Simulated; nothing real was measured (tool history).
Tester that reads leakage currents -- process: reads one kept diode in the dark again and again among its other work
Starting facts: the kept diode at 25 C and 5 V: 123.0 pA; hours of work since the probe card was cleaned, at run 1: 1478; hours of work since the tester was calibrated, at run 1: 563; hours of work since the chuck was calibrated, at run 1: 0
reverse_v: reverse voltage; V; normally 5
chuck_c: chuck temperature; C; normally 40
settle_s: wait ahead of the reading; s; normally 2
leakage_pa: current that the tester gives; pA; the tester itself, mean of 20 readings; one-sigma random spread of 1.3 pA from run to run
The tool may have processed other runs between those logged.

run,hour,reverse_v,chuck_c,settle_s,hours of work since the probe card was cleaned,hours of work since the tester was calibrated,hours of work since the chuck was calibrated,leakage_pa
1,0,5,40,2,1478,563,0,441.3
2,110,5,40,2,1525,609,47,446.17
3,201.5,5,40,2,1564,648,86,446.98
4,322.4,5,40,2,1616,700,137,457.14
5,417.7,5,40,2,1656,740,178,459.17
6,516.6,5,40,2,1698,783,220,465.46
7,581.7,5,40,2,1726,810,248,466.85
8,707.6,5,40,2,1779,864,301,475.43
9,779.9,5,40,2,1810,895,332,479.19
10,866.9,5,57,2,1847,932,369,1726.74
11,980,5,57,2,1895,980,417,1747.7
12,1110.6,5,57,2,1951,1035,473,1766.66
13,1232.5,5,40,2,2003,1087,525,499.37
# hour 1242: tester calibrated
# hour 1272.8: probe card cleaned and baked
14,1353.3,5,40,2.18,34,46,574,492.78
15,1468.7,4.59,40,2,83,95,623,485.84
16,1571,4.59,40,7.86,127,139,666,494.17
17,1685.3,5,40,2,176,187,715,514.9
18,1757.8,5,40,2,206,218,746,515.43
19,1873.7,5,40,2,256,268,795,522.49
# hour 1970.5: tester calibrated, once more
# hour 2005.3: chuck's temperature calibrated
20,2005.3,5,40,2,310,14,0,438.55
21,2088.1,1.72,46,0.72,345,49,35,485.25
22,2146.2,13.15,22,0.47,370,74,60,141.53
23,2278.7,13.15,27,1.16,426,130,116,220.24
24,2362.2,13.15,27,1.16,462,166,152,222.16
25,2442.9,7.88,29,0.39,496,200,186,220.73
26,2534.9,1.74,40,2,535,239,225,315.37
27,2629.5,1.74,40,2,576,280,266,319.68
28,2704.8,1.74,40,2,608,312,298,320.49
29,2774.3,1.17,32,0.62,637,341,327,144.68
30,2893.6,1.46,41,0.83,688,392,378,332.87
31,2969.9,1.46,41,0.83,721,424,411,334.06
32,3061.3,11.9,44,6.03,759,463,449,913.93
33,3188.6,5,34,2,814,518,504,304.78
34,3306.3,5,30,2,864,568,554,220.38
35,3402.2,3.57,40,1.67,905,608,594,444.01
36,3523.6,3.57,24,6.16,956,660,646,120.32
37,3654.5,6.29,41,0.34,1012,716,702,608.3
38,3787.7,2.56,41,0.87,1069,773,759,442.89
39,3858.1,6.82,30,1.57,1099,802,788,264.33

Some steps in leakage_pa between neighbouring runs. How much of each would the tool show without its hidden state too (settings, what came in, random variation), and how much is left for the hidden state, with any gauge scatter that isn't in both results?
Hidden conditions of the tool in this case: stray current of the dirty probe card, pA a volt; current scale over the true one, %; true chuck temperature over the reading, C; drift of the gauge itself on leakage_pa, %.
Run 9 -> 10: chuck_c 40 -> 57. leakage_pa +1247.55 pA: hidden state +79.13, all else +1168.42.
Run 12 -> 13: chuck_c 57 -> 40. leakage_pa -1267.29 pA: hidden state -94.01, all else -1173.28.
Run 19 -> 20: tester calibrated, once more, chuck's temperature calibrated. leakage_pa -83.94 pA: hidden state -83.54, all else -0.4.
Run 32 -> 33: reverse_v 11.9 -> 5, chuck_c 44 -> 34, settle_s 6.03 -> 2. leakage_pa -609.15 pA: hidden state -53.49, all else -555.66.
